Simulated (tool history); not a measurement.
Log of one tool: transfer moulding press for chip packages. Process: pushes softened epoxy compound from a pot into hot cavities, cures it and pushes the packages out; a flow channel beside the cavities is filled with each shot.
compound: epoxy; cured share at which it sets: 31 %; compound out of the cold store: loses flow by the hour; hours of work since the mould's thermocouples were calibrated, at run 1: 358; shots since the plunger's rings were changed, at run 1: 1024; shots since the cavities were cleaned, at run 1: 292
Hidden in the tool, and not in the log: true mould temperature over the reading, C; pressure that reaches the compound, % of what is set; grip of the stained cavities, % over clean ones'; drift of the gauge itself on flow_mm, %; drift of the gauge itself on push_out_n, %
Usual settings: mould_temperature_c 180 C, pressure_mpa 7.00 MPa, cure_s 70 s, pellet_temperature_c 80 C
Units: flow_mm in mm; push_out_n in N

run,hour,mould_temperature_c,pressure_mpa,cure_s,pellet_temperature_c,hours of work since the mould's thermocouples were calibrated,shots since the plunger's rings were changed,shots since the cavities were cleaned,incoming compound's hours out of the cold store,flow_mm,push_out_n
1,0.0,180,7.00,70,80,358,1024,292,23.2,752,483
# hour 44.1: cavities cleaned with cleaning compound and waxed
2,70.8,180,7.58,70,80,411,2186,448,36.6,741,488
# hour 107.3: cavities cleaned with cleaning compound and waxed
# hour 123.3: mould's thermocouples calibrated
3,133.4,180,7.58,58,80,8,3177,403,30.7,764,676
# hour 169.4: cavities cleaned with cleaning compound and waxed
4,181.4,180,7.58,58,80,44,3958,203,39.1,735,676
# hour 231.6: cavities cleaned with cleaning compound and waxed
5,243.0,180,7.00,69,80,90,4964,191,15.9,777,523
# hour 268.7: plunger's sealing rings changed
# hour 295.2: cavities cleaned with cleaning compound and waxed
6,310.1,180,7.00,70,80,138,670,251,36.3,719,464
# hour 357.9: cavities cleaned with cleaning compound and waxed
7,395.2,180,7.00,70,80,203,2071,625,12.2,791,490
# hour 424.5: cavities cleaned with cleaning compound and waxed
8,458.2,180,6.65,70,80,250,3103,566,44.4,669,476
# hour 486.8: cavities cleaned with cleaning compound and waxed
9,501.8,180,6.65,70,80,282,3808,250,42.0,679,478
# hour 550.2: cavities cleaned with cleaning compound and waxed
10,554.8,180,6.65,70,80,322,4673,78,32.6,709,470
# hour 598.2: plunger's sealing rings changed
11,605.3,187,7.00,70,80,359,120,883,9.7,771,383
# hour 613.4: cavities cleaned with cleaning compound and waxed
# hour 677.7: cavities cleaned with cleaning compound and waxed
12,692.4,187,7.00,70,80,423,1529,245,10.7,765,364
# hour 723.8: mould's thermocouples calibrated
# hour 741.6: cavities cleaned with cleaning compound and waxed
13,743.6,173,7.00,70,80,14,2330,34,19.2,805,832
# hour 807.6: cavities cleaned with cleaning compound and waxed
14,813.2,181,7.00,102,80,66,3472,93,13.7,787,373
# hour 870.2: cavities cleaned with cleaning compound and waxed
15,883.1,181,7.00,102,80,119,4619,215,47.3,677,364
# hour 933.1: plunger's sealing rings changed
# hour 934.6: cavities cleaned with cleaning compound and waxed
16,972.2,179,5.93,80,90,185,632,632,29.9,677,405
# hour 996.2: cavities cleaned with cleaning compound and waxed
17,1012.1,174,5.93,50,90,214,1275,265,26.7,707,1403
# hour 1056.4: cavities cleaned with cleaning compound and waxed
18,1064.3,174,6.64,77,74,253,2126,133,44.6,690,583

Forecast run 19:
19,1109.0,174,6.64,77,74,287,2875,882,41.5,?,?

{"run 19": {"flow_mm": 708, "push_out_n": 591}}
Without the tool's hidden state the same run would have given flow_mm 708 mm, push_out_n 582 N.
